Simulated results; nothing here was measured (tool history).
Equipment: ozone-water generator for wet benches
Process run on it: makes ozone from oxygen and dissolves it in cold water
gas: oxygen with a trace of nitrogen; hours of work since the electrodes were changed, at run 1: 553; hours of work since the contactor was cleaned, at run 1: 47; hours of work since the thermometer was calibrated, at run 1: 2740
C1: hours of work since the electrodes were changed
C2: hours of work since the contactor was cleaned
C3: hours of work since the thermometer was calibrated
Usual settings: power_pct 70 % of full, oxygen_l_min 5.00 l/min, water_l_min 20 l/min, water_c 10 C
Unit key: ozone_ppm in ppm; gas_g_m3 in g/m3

{"run": 1, "hour": 0.0, "power_pct": 70, "oxygen_l_min": 5.0, "water_l_min": 20, "water_c": 10, "C1": 553, "C2": 47, "C3": 2740, "ozone_ppm": 27.8, "gas_g_m3": 222.8}
{"run": 2, "hour": 22.7, "power_pct": 70, "oxygen_l_min": 5.0, "water_l_min": 20, "water_c": 10, "C1": 573, "C2": 67, "C3": 2761, "ozone_ppm": 27.8, "gas_g_m3": 220.5}
{"run": 3, "hour": 42.4, "power_pct": 70, "oxygen_l_min": 5.0, "water_l_min": 20, "water_c": 10, "C1": 591, "C2": 85, "C3": 2778, "ozone_ppm": 27.7, "gas_g_m3": 220.2}
{"run": 4, "hour": 57.7, "power_pct": 70, "oxygen_l_min": 5.0, "water_l_min": 20, "water_c": 6, "C1": 604, "C2": 98, "C3": 2792, "ozone_ppm": 29.1, "gas_g_m3": 221.9}
{"run": 5, "hour": 78.4, "power_pct": 70, "oxygen_l_min": 5.0, "water_l_min": 20, "water_c": 10, "C1": 623, "C2": 117, "C3": 2811, "ozone_ppm": 27.7, "gas_g_m3": 220.4}
{"run": 6, "hour": 112.1, "power_pct": 70, "oxygen_l_min": 5.0, "water_l_min": 20, "water_c": 10, "C1": 653, "C2": 147, "C3": 2841, "ozone_ppm": 27.8, "gas_g_m3": 220.9}
{"run": 7, "hour": 136.6, "power_pct": 70, "oxygen_l_min": 5.0, "water_l_min": 20, "water_c": 10, "C1": 675, "C2": 169, "C3": 2863, "ozone_ppm": 27.6, "gas_g_m3": 220.4}
{"run": 8, "hour": 158.0, "power_pct": 70, "oxygen_l_min": 5.0, "water_l_min": 20, "water_c": 10, "C1": 694, "C2": 188, "C3": 2882, "ozone_ppm": 27.6, "gas_g_m3": 221.0}
{"run": 9, "hour": 192.9, "power_pct": 70, "oxygen_l_min": 5.0, "water_l_min": 20, "water_c": 7, "C1": 725, "C2": 220, "C3": 2913, "ozone_ppm": 28.9, "gas_g_m3": 221.4}
{"run": 10, "hour": 221.8, "power_pct": 70, "oxygen_l_min": 4.77, "water_l_min": 20, "water_c": 10, "C1": 751, "C2": 245, "C3": 2939, "ozone_ppm": 27.5, "gas_g_m3": 228.4}
{"run": 11, "hour": 258.7, "power_pct": 70, "oxygen_l_min": 4.77, "water_l_min": 20, "water_c": 13, "C1": 785, "C2": 279, "C3": 2972, "ozone_ppm": 26.7, "gas_g_m3": 226.6}
{"run": 12, "hour": 274.9, "power_pct": 70, "oxygen_l_min": 5.0, "water_l_min": 20, "water_c": 18, "C1": 799, "C2": 293, "C3": 2987, "ozone_ppm": 24.8, "gas_g_m3": 219.8}
{"run": 13, "hour": 309.3, "power_pct": 70, "oxygen_l_min": 5.0, "water_l_min": 20, "water_c": 18, "C1": 830, "C2": 324, "C3": 3018, "ozone_ppm": 24.8, "gas_g_m3": 218.4}
{"run": 14, "hour": 339.9, "power_pct": 70, "oxygen_l_min": 5.0, "water_l_min": 28, "water_c": 10, "C1": 857, "C2": 351, "C3": 3045, "ozone_ppm": 20.3, "gas_g_m3": 220.7}
{"run": 15, "hour": 377.3, "power_pct": 70, "oxygen_l_min": 5.0, "water_l_min": 28, "water_c": 10, "C1": 891, "C2": 385, "C3": 3078, "ozone_ppm": 20.3, "gas_g_m3": 220.0}
{"run": 16, "hour": 402.9, "power_pct": 70, "oxygen_l_min": 5.0, "water_l_min": 20, "water_c": 10, "C1": 914, "C2": 408, "C3": 3101, "ozone_ppm": 27.4, "gas_g_m3": 219.4}
{"run": 17, "hour": 434.4, "power_pct": 81, "oxygen_l_min": 5.0, "water_l_min": 24, "water_c": 8, "C1": 942, "C2": 436, "C3": 3130, "ozone_ppm": 27.3, "gas_g_m3": 249.2}
{"run": 18, "hour": 456.4, "power_pct": 59, "oxygen_l_min": 3.24, "water_l_min": 24, "water_c": 5, "C1": 962, "C2": 456, "C3": 3149, "ozone_ppm": 20.8, "gas_g_m3": 252.7}
{"run": 19, "hour": 489.8, "power_pct": 59, "oxygen_l_min": 3.24, "water_l_min": 24, "water_c": 5, "C1": 992, "C2": 486, "C3": 3179, "ozone_ppm": 20.7, "gas_g_m3": 252.2}
{"run": 20, "hour": 515.0, "power_pct": 59, "oxygen_l_min": 3.28, "water_l_min": 24, "water_c": 5, "C1": 1014, "C2": 508, "C3": 3202, "ozone_ppm": 20.4, "gas_g_m3": 248.3}
{"run": 21, "hour": 537.8, "power_pct": 48, "oxygen_l_min": 3.28, "water_l_min": 31, "water_c": 5, "C1": 1035, "C2": 529, "C3": 3222, "ozone_ppm": 13.0, "gas_g_m3": 210.5}
{"run": 22, "hour": 556.8, "power_pct": 80, "oxygen_l_min": 5.0, "water_l_min": 22, "water_c": 5, "C1": 1052, "C2": 546, "C3": 3239, "ozone_ppm": 29.6, "gas_g_m3": 248.0}
{"run": 23, "hour": 572.9, "power_pct": 80, "oxygen_l_min": 5.0, "water_l_min": 22, "water_c": 5, "C1": 1066, "C2": 560, "C3": 3254, "ozone_ppm": 29.8, "gas_g_m3": 243.5}
{"run": 24, "hour": 603.7, "power_pct": 70, "oxygen_l_min": 4.1, "water_l_min": 16, "water_c": 11, "C1": 1094, "C2": 588, "C3": 3282, "ozone_ppm": 32.6, "gas_g_m3": 251.9}
{"run": 25, "hour": 641.6, "power_pct": 46, "oxygen_l_min": 3.85, "water_l_min": 30, "water_c": 5, "C1": 1128, "C2": 622, "C3": 3315, "ozone_ppm": 13.3, "gas_g_m3": 181.5}
{"run": 26, "hour": 674.9, "power_pct": 40, "oxygen_l_min": 3.28, "water_l_min": 12, "water_c": 16, "C1": 1158, "C2": 652, "C3": 3345, "ozone_ppm": 23.8, "gas_g_m3": 178.3}
{"run": 27, "hour": 696.6, "power_pct": 40, "oxygen_l_min": 3.28, "water_l_min": 12, "water_c": 16, "C1": 1177, "C2": 671, "C3": 3365, "ozone_ppm": 23.6, "gas_g_m3": 179.8}
{"run": 28, "hour": 734.1, "power_pct": 40, "oxygen_l_min": 3.28, "water_l_min": 12, "water_c": 16, "C1": 1211, "C2": 705, "C3": 3398, "ozone_ppm": 23.8, "gas_g_m3": 181.3}
{"run": 29, "hour": 762.8, "power_pct": 59, "oxygen_l_min": 7.15, "water_l_min": 13, "water_c": 10, "C1": 1236, "C2": 731, "C3": 3424, "ozone_ppm": 30.0, "gas_g_m3": 149.3}
{"run": 30, "hour": 787.6, "power_pct": 70, "oxygen_l_min": 8.42, "water_l_min": 20, "water_c": 6, "C1": 1259, "C2": 753, "C3": 3446, "ozone_ppm": 27.6, "gas_g_m3": 153.9}
{"run": 31, "hour": 820.5, "power_pct": 70, "oxygen_l_min": 8.42, "water_l_min": 20, "water_c": 6, "C1": 1288, "C2": 782, "C3": 3476, "ozone_ppm": 27.5, "gas_g_m3": 154.4}
{"run": 32, "hour": 840.4, "power_pct": 70, "oxygen_l_min": 2.99, "water_l_min": 26, "water_c": 10, "C1": 1306, "C2": 800, "C3": 3494, "ozone_ppm": 20.9, "gas_g_m3": 306.9}

Forecast each of these 3 alternatives for the next run:
{"run": "A", "hour": 858.4, "power_pct": 70, "oxygen_l_min": 5.52, "water_l_min": 12, "water_c": 10, "C1": 1322, "C2": 816, "C3": 3510, "ozone_ppm": "?", "gas_g_m3": "?"}
{"run": "B", "hour": 858.4, "power_pct": 70, "oxygen_l_min": 8.35, "water_l_min": 26, "water_c": 10, "C1": 1322, "C2": 816, "C3": 3510, "ozone_ppm": "?", "gas_g_m3": "?"}
{"run": "C", "hour": 858.4, "power_pct": 95, "oxygen_l_min": 2.99, "water_l_min": 26, "water_c": 5, "C1": 1322, "C2": 816, "C3": 3510, "ozone_ppm": "?", "gas_g_m3": "?"}

run=A ozone_ppm=39.0 gas_g_m3=202.1
run=B ozone_ppm=21.1 gas_g_m3=154.0
run=C ozone_ppm=28.1 gas_g_m3=395.8
With the hidden condition removed and each run's random variation left untouched, the same runs would have given:
run=A ozone_ppm=40.6 gas_g_m3=207.9
run=B ozone_ppm=22.1 gas_g_m3=158.4
run=C ozone_ppm=29.6 gas_g_m3=410.1
